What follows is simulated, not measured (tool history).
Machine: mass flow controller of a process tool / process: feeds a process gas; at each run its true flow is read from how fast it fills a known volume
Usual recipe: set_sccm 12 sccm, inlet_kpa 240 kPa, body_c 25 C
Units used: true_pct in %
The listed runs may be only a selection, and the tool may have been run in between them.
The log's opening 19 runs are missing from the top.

run,hour,set_sccm,inlet_kpa,body_c,true_pct
20,5216.1,12,163,25,99.27
21,5677.9,12,163,25,99.10
22,5991.6,12,163,25,99.16
23,6229.2,12,240,25,99.02
24,6552.9,12,244,26,99.02
25,6837.7,12,254,25,98.91
26,7045.7,12,254,25,98.90
27,7452.2,2,234,26,98.59
28,7803.8,6,262,35,99.23
29,8209.8,4,217,35,99.11
30,8441.2,4,213,35,99.17
31,8815.2,4,213,35,99.11
32,9067.5,4,213,35,99.17
33,9352.1,4,266,25,98.30
34,9652.0,4,266,25,98.21
35,9898.2,8,150,21,98.44
36,10315.2,3,240,31,98.68
37,10627.4,3,240,31,98.72
# hour 10648.2: gauge calibrated
38,10844.7,3,183,21,98.80

Run 39 has not been measured yet. What should we expect?
39,11066.1,3,183,21,?

true_pct: 98.89 %
Had the tool carried no hidden state, the very same run would have given true_pct 98.91 %.
